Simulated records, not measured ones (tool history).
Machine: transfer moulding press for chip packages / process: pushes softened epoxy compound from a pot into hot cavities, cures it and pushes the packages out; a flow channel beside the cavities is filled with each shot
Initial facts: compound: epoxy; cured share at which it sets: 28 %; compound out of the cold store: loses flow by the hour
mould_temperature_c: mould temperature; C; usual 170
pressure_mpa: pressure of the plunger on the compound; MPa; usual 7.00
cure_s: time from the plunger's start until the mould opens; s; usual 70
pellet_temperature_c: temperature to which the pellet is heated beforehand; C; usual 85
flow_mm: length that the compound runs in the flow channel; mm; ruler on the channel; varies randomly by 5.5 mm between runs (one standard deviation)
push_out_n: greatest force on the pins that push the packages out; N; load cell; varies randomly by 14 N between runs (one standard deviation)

| run | hour | mould_temperature_c | pressure_mpa | cure_s | pellet_temperature_c | incoming compound's hours out of the cold store | flow_mm | push_out_n |
|---|---|---|---|---|---|---|---|---|
| 1 | 0.0 | 170 | 7.00 | 70 | 85 | 37.8 | 769 | 661 |
| 2 | 8.2 | 170 | 7.00 | 94 | 85 | 21.1 | 814 | 473 |
| 3 | 20.3 | 170 | 8.42 | 70 | 85 | 46.7 | 814 | 664 |
| 4 | 31.9 | 170 | 8.42 | 70 | 85 | 28.9 | 858 | 685 |
| 5 | 40.0 | 170 | 7.00 | 50 | 85 | 14.6 | 829 | 1546 |
|  | 52.2 | cavities cleaned with cleaning compound and waxed |
| 6 | 52.3 | 170 | 7.00 | 50 | 85 | 47.4 | 744 | 1413 |
| 7 | 64.0 | 170 | 7.00 | 50 | 85 | 20.5 | 809 | 1566 |
| 8 | 76.6 | 170 | 7.00 | 70 | 85 | 33.0 | 788 | 669 |
| 9 | 85.6 | 170 | 7.00 | 70 | 85 | 37.3 | 766 | 670 |
| 10 | 93.7 | 170 | 7.00 | 70 | 85 | 14.9 | 825 | 731 |
| 11 | 104.8 | 170 | 6.02 | 70 | 85 | 47.4 | 699 | 662 |
|  | 109.3 | cavities cleaned with cleaning compound and waxed |
| 12 | 113.7 | 170 | 6.02 | 70 | 85 | 25.9 | 737 | 704 |
| 13 | 121.1 | 171 | 5.26 | 69 | 81 | 11.2 | 726 | 699 |
| 14 | 130.5 | 171 | 5.26 | 69 | 81 | 17.8 | 713 | 678 |
| 15 | 136.5 | 166 | 7.00 | 62 | 90 | 22.6 | 827 | 1228 |
| 16 | 147.5 | 166 | 7.00 | 62 | 90 | 35.5 | 785 | 1211 |
| 17 | 155.5 | 175 | 5.67 | 62 | 87 | 47.2 | 646 | 636 |
| 18 | 163.4 | 175 | 5.67 | 62 | 87 | 34.3 | 683 | 633 |
|  | 166.2 | cavities cleaned with cleaning compound and waxed |
| 19 | 176.2 | 175 | 5.67 | 62 | 87 | 19.3 | 723 | 634 |
| 20 | 189.5 | 175 | 5.67 | 67 | 91 | 27.4 | 696 | 573 |
| 21 | 195.5 | 173 | 7.00 | 70 | 85 | 43.8 | 727 | 567 |
| 22 | 204.2 | 163 | 7.00 | 70 | 83 | 36.7 | 807 | 1186 |
| 23 | 211.4 | 163 | 7.00 | 70 | 83 | 20.8 | 854 | 1250 |

Below are 5 alternative next runs, each starting from the tool's condition after run 23. Predict each:
| A | 217.6 | 170 | 5.34 | 70 | 87 | 35.8 | ? | ? |
| B | 217.6 | 177 | 7.75 | 65 | 83 | 42.8 | ? | ? |
| C | 217.6 | 176 | 8.33 | 70 | 85 | 34.8 | ? | ? |
| D | 217.6 | 163 | 5.33 | 70 | 87 | 41.1 | ? | ? |
| E | 217.6 | 170 | 7.00 | 62 | 85 | 25.1 | ? | ? |

| run | flow_mm | push_out_n |
|---|---|---|
| A | 679 | 701 |
| B | 776 | 531 |
| C | 817 | 509 |
| D | 694 | 1174 |
| E | 794 | 937 |
Without the tool's unlogged condition, the same runs would have read:
| run | flow_mm | push_out_n |
|---|---|---|
| A | 681 | 689 |
| B | 778 | 522 |
| C | 820 | 500 |
| D | 696 | 1154 |
| E | 796 | 921 |
